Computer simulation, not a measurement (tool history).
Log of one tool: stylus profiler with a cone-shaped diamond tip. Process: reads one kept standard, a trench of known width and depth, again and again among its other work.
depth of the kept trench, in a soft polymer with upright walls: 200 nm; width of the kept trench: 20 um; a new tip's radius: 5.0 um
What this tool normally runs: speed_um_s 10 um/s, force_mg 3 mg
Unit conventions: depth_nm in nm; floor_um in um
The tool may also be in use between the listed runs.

run,hour,speed_um_s,force_mg,depth_nm,floor_um
1,0,10,3,201.34,17.06
2,17.5,10,3,201.43,17
3,37.8,10,3,201.32,17.04
4,50.3,10,1.47,200.8,16.95
5,64.9,10,3,201.34,16.91
6,76.8,10,3,201.33,16.96
7,98.8,2,3,201.4,16.98
8,114.2,5,3,201.52,16.91
9,136.7,10,3,201.3,16.91
10,149,2,3,201.38,16.9
11,164.4,10,3,201.43,16.88
12,188.5,10,3,201.32,16.81
13,208.1,10,1.31,200.86,16.8
14,231.9,10,1.31,200.84,16.76
15,247.2,10,1.31,200.98,16.73
16,270.2,10,1.31,200.99,16.66
17,282.9,10,3,201.31,16.73
18,306.5,10,3,201.51,16.76
19,330.9,10,2.25,201.21,16.65
20,344.1,10,2.25,201.29,16.66
21,356.6,10,2.25,201.33,16.62
22,373.3,10,2.25,201.2,16.67
23,394.9,23,3,201.51,16.54
24,418.2,23,3,201.38,16.45
25,433.1,6,2.7,201.28,16.56
26,455.8,33,1.59,201.02,16.38
27,479.1,2,4.63,202.07,16.56
28,492.9,3,3.55,201.82,16.54
29,508.5,15,5.86,202.24,16.42
30,531.9,4,6.16,202.38,16.48
31,556.6,4,5.36,202.34,16.46
32,572.4,19,1.77,201.19,16.36
33,597.1,18,5.51,202.17,16.37
34,615.5,38,2.68,201.62,16.25
35,630.2,38,2.68,201.64,16.16
36,647,9,1.57,201.41,16.34
37,667.9,40,4.21,201.94,16.24
38,680,40,4.21,202.08,16.26
39,700.5,9,8.57,203.16,16.28
40,721.7,16,3.08,201.79,16.27
41,735.2,21,1.35,201.19,16.13
42,751.4,21,1.35,201.16,16.13
43,776.3,30,8.67,203.05,16.18
44,799.4,4,1.74,201.29,16.21
45,816.5,4,1.74,201.43,16.13
46,834.6,4,1.74,201.39,16.19

For some of the steps in depth_nm from one run to the next: how much would appear even if the tool had no hidden state, given the settings, what came in and random variation, and how much remains for the hidden state plus any gauge scatter that the measured result and the result without hidden state don't share?
Hidden state at play: radius of the tip, um; height scale over the true one, %; drift of the gauge itself on depth_nm, %; drift of the gauge itself on floor_um, %.
Run 2 -> 3: no setting touched and nothing written in the log between the runs. depth_nm -0.11 nm: hidden state +0.02, all else -0.13.
Run 8 -> 9: speed_um_s 5 -> 10. depth_nm -0.22 nm: hidden state +0.02, all else -0.24.
Run 26 -> 27: speed_um_s 33 -> 2, force_mg 1.59 -> 4.63. depth_nm +1.05 nm: hidden state +0.03, all else +1.02.
Run 39 -> 40: speed_um_s 9 -> 16, force_mg 8.57 -> 3.08. depth_nm -1.37 nm: hidden state +0.01, all else -1.38.
Run 42 -> 43: speed_um_s 21 -> 30, force_mg 1.35 -> 8.67. depth_nm +1.89 nm: hidden state +0.02, all else +1.87.
Run 43 -> 44: speed_um_s 30 -> 4, force_mg 8.67 -> 1.74. depth_nm -1.76 nm: hidden state +0.01, all else -1.77.
